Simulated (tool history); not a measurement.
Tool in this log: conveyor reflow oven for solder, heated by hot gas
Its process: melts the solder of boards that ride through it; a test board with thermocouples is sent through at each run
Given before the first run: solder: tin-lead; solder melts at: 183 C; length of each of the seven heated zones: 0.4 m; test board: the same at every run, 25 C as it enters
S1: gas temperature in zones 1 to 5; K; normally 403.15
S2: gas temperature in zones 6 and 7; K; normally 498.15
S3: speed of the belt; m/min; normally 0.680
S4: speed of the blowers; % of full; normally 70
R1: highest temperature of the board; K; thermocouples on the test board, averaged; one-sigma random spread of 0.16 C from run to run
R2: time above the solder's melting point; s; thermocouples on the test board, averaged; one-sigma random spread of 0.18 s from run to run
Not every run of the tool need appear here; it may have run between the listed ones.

run     day      S1      S2     S3  S4      R1    R2
  1   0.000  403.15  498.15  0.680  70  477.75  39.1
  2   0.521  403.15  498.15  0.680  70  478.25  39.2
  3   1.467  403.15  498.15  0.680  70  477.85  39.3
  4   2.521  403.15  498.15  0.680  78  479.65  41.8
  5   3.242  417.15  498.15  0.680  70  480.75  47.2
  6   4.450  403.15  498.15  0.680  78  479.45  41.4
  7   5.546  403.15  498.15  0.593  70  481.95  51.0
  8   6.158  403.15  498.15  0.680  70  477.45  38.6
  9   7.217  394.15  498.15  0.681  52  469.05  24.5
 10   8.108  411.15  510.15  0.543  52  491.65  68.8
 11   8.738  403.15  502.15  0.593  85  488.65  58.0
 12   9.617  403.15  502.15  0.593  85  488.35  58.4
     10.871  -- belt drive overhauled, speed set with a stopwatch
 13  10.958  403.15  488.15  0.593  57  469.15  31.6
 14  11.525  402.15  502.15  0.675  57  474.85  34.0
 15  12.571  417.15  498.15  0.680  70  479.25  43.5
 16  13.583  417.15  498.15  0.680  70  479.35  43.5

4 options for the next run, each taken on its own from the tool as it stands now. Forecast them:
  A  14.829  414.15  498.15  0.680  62   ?   ?
  B  14.829  403.15  505.15  0.798  70   ?   ?
  C  14.829  391.15  498.15  0.662  85   ?   ?
  D  14.829  399.15  500.15  0.680  70   ?   ?

run      R1    R2
  A  476.25  38.8
  B  473.85  27.2
  C  477.55  36.0
  D  476.25  34.5
Without the tool's unlogged condition, the same runs would have read:
run      R1    R2
  A  476.85  40.1
  B  475.35  29.1
  C  478.65  37.9
  D  477.25  36.1
